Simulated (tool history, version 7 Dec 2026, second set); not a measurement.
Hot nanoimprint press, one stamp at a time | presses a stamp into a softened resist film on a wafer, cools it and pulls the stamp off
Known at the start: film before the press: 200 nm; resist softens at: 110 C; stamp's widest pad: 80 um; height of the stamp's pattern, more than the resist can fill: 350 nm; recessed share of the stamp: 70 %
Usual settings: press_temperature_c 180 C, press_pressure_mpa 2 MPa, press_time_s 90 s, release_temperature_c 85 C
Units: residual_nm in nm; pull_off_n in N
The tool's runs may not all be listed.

Run 1, hour 0: usual settings. Result: residual_nm 91.2 nm, pull_off_n 106.7 N.
Run 2, hour 10.5: usual settings but release_temperature_c 91 C. Result: residual_nm 91.2 nm, pull_off_n 100.3 N.
Run 3, hour 19.6: usual settings but release_temperature_c 91 C. Result: residual_nm 91.2 nm, pull_off_n 101.8 N.
At hour 37.4: press's hydraulic seals changed and the load cell set to zero.
Run 4, hour 41.1: usual settings. Result: residual_nm 88.8 nm, pull_off_n 110 N.
Run 5, hour 54.3: usual settings. Result: residual_nm 88.8 nm, pull_off_n 109 N.
Run 6, hour 74: usual settings. Result: residual_nm 88.8 nm, pull_off_n 112.4 N.
Run 7, hour 86: usual settings. Result: residual_nm 88.8 nm, pull_off_n 114.2 N.
Run 8, hour 99.7: usual settings but press_temperature_c 178 C. Result: residual_nm 93.7 nm, pull_off_n 117.6 N.
Run 9, hour 111.8: usual settings but press_temperature_c 191 C, press_pressure_mpa 2.68 MPa, press_time_s 124 s, release_temperature_c 89 C. Result: residual_nm 50.3 nm, pull_off_n 110.9 N.
Run 10, hour 126.6: usual settings but press_temperature_c 190 C, press_pressure_mpa 2.49 MPa, press_time_s 65 s, release_temperature_c 89 C. Result: residual_nm 68.8 nm, pull_off_n 113.9 N.
At hour 150.4: stamp cleaned and given a new release coat.
Run 11, hour 153.1: usual settings but press_temperature_c 190 C, press_pressure_mpa 2.49 MPa, press_time_s 65 s, release_temperature_c 89 C. Result: residual_nm 69 nm, pull_off_n 98.4 N.
Run 12, hour 167.1: usual settings but press_pressure_mpa 2.29 MPa, press_time_s 165 s, release_temperature_c 89 C. Result: residual_nm 66 nm, pull_off_n 101 N.

Forecast run 13:
Run 13, hour 182.6: usual settings but press_pressure_mpa 2.29 MPa, press_time_s 165 s, release_temperature_c 89 C. Result: residual_nm ?, pull_off_n ?.

residual_nm: 66.2 nm
pull_off_n: 103.6 N
Without the tool's hidden state the same run would have given residual_nm 66.6 nm, pull_off_n 100.9 N.

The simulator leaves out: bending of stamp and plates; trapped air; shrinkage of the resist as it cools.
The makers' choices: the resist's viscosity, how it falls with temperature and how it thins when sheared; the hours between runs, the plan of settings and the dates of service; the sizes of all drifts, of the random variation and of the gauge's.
